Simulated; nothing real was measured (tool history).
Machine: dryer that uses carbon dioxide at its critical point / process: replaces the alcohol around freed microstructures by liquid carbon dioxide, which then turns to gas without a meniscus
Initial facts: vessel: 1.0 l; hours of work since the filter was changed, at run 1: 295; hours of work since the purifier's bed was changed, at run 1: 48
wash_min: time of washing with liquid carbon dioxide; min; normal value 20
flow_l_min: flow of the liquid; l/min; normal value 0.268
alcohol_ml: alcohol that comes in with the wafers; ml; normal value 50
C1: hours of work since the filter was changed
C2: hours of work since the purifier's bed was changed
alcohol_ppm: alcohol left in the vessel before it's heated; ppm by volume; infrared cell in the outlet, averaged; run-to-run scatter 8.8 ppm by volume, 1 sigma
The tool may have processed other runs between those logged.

run 1 hour=0.0 | wash_min=20 flow_l_min=0.268 alcohol_ml=50 | C1=295 C2=48 | alcohol_ppm=883
run 2 hour=65.8 | wash_min=20 flow_l_min=0.268 alcohol_ml=50 | C1=347 C2=99 | alcohol_ppm=998
-- hour=77.2 inlet filter changed
run 3 hour=107.6 | wash_min=20 flow_l_min=0.268 alcohol_ml=50 | C1=24 C2=131 | alcohol_ppm=533
run 4 hour=154.6 | wash_min=20 flow_l_min=0.268 alcohol_ml=50 | C1=61 C2=168 | alcohol_ppm=572
run 5 hour=203.9 | wash_min=20 flow_l_min=0.268 alcohol_ml=50 | C1=99 C2=207 | alcohol_ppm=623
run 6 hour=266.9 | wash_min=20 flow_l_min=0.268 alcohol_ml=50 | C1=149 C2=256 | alcohol_ppm=706
run 7 hour=325.9 | wash_min=16 flow_l_min=0.268 alcohol_ml=50 | C1=195 C2=303 | alcohol_ppm=1758
run 8 hour=363.1 | wash_min=19 flow_l_min=0.248 alcohol_ml=69 | C1=224 C2=332 | alcohol_ppm=1852
run 9 hour=401.8 | wash_min=20 flow_l_min=0.227 alcohol_ml=20 | C1=255 C2=362 | alcohol_ppm=707
run 10 hour=465.7 | wash_min=22 flow_l_min=0.168 alcohol_ml=50 | C1=305 C2=412 | alcohol_ppm=3325

For each entry between runs, how does the tool's hidden state at the last listed run before it compare with that at the first listed run after it?
In the gap between runs 2 and 3: inlet filter changed (hour 77.2)
  flow that reaches the vessel past the clogged filter, %: 84.9 -> 98.7; alcohol in the recycled carbon dioxide, ppm: 28.3 -> 35
  difference, measured minus the result without the unlogged condition, alcohol_ppm: +511 -> +58 ppm by volume
